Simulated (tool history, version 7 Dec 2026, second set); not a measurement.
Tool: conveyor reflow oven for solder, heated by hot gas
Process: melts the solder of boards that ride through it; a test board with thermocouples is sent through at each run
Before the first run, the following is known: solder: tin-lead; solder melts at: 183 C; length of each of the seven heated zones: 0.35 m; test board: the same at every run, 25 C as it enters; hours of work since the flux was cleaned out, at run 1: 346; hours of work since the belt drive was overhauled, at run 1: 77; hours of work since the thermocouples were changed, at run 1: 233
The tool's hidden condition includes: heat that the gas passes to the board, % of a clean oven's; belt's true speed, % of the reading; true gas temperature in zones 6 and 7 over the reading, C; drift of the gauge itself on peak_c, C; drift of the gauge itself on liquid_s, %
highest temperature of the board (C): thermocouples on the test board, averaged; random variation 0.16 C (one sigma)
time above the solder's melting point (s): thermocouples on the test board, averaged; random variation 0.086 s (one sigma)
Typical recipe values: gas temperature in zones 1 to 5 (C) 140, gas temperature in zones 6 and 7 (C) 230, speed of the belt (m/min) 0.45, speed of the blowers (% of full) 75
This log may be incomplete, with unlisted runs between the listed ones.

run,hour,gas temperature in zones 1 to 5 (C),gas temperature in zones 6 and 7 (C),speed of the belt (m/min),speed of the blowers (% of full),hours of work since the flux was cleaned out,hours of work since the belt drive was overhauled,hours of work since the thermocouples were changed,highest temperature of the board (C),time above the solder's melting point (s)
1,0,140,230,0.45,75,346,77,233,216.8,71.3
2,6.9,140,240,0.45,75,349,81,236,225.5,78.33
3,14.8,140,242,0.45,75,353,85,240,227.3,79.43
4,26.6,140,242,0.45,75,359,91,246,227.3,79.44
5,40.6,140,230,0.493,75,366,98,253,214.3,62.1
6,54.9,140,230,0.493,75,374,105,260,214.4,62.1
7,65.4,140,230,0.493,75,379,111,266,213.9,61.96
8,73,140,230,0.493,75,383,114,270,214,61.9
# hour 79.6: flux residue cleaned out of gas plates and filters
9,90.5,140,230,0.493,75,6,121,276,213.2,60.9
10,97.9,146,238,0.45,75,9,124,280,223.7,79.5
11,110,146,223,0.45,75,15,131,286,210.7,68.14
12,125.7,146,223,0.45,75,23,139,294,210.7,68.06
# hour 136.1: flux residue cleaned out of gas plates and filters, once more
13,138.6,146,223,0.45,83,1,143,298,213.6,72.95
14,150.6,133,223,0.412,87,7,149,304,214.9,75.83

Pick out some run-to-run changes in highest temperature of the board (C). Of each, how much would a tool without hidden state show as well, from the settings, what came in and chance, and how much is left for the hidden state and any gauge scatter not in both results compared?
Run 4 -> 5: gas temperature in zones 6 and 7 (C) 242 -> 230, speed of the belt (m/min) 0.45 -> 0.493. highest temperature of the board (C) -13: hidden state -0.1, all else -12.9.
Run 12 -> 13: speed of the blowers (% of full) 75 -> 83, flux residue cleaned out of gas plates and filters, once more. highest temperature of the board (C) +2.9: hidden state +1.7, all else +1.2.

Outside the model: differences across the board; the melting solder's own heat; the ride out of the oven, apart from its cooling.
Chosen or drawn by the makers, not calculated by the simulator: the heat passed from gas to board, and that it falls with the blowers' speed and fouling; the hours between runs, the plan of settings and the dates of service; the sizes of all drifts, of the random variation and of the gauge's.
